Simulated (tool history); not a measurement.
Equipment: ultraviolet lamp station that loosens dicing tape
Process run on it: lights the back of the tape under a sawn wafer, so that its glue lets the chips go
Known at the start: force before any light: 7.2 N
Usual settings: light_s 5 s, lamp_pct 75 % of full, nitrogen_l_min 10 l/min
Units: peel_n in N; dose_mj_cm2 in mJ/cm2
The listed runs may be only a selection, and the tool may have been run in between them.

run,hour,light_s,lamp_pct,nitrogen_l_min,peel_n,dose_mj_cm2
1,0.0,5,75,10,0.708,270
2,5.7,5,75,4,1.168,266
3,11.5,5,75,4,1.166,260
4,20.9,5,75,10,0.718,263
5,32.1,5,75,10,0.739,263
6,42.6,5,75,10,0.711,263
7,54.1,5,77,10,0.687,270
8,61.6,5,77,10,0.701,269
9,71.7,5,77,10,0.703,265
10,78.5,5,77,10,0.701,270
11,90.2,5,80,5,0.964,272
# hour 91.6: window cleaned of glue's vapour
12,102.0,4,75,4,1.845,196
13,113.0,4,75,4,1.896,193
# hour 122.5: window cleaned of glue's vapour, once more
14,125.0,4,75,4,1.529,227
15,132.6,4,62,11,1.258,188
16,141.8,4,70,17,0.892,211
17,150.5,4,70,17,0.870,205
18,160.4,4,63,9,1.376,187
19,169.3,4,63,9,1.373,191

Branching from run 19: 3 alternative next runs. What would each branch give?
A,175.9,8,64,10,?,?
B,175.9,3,63,4,?,?
C,175.9,6,85,7,?,?

run,peel_n,dose_mj_cm2
A,0.298,385
B,2.657,141
C,0.390,379
Stripped of hidden state, with their random variation kept, the same runs would have yielded:
run,peel_n,dose_mj_cm2
A,0.267,402
B,2.545,148
C,0.349,397

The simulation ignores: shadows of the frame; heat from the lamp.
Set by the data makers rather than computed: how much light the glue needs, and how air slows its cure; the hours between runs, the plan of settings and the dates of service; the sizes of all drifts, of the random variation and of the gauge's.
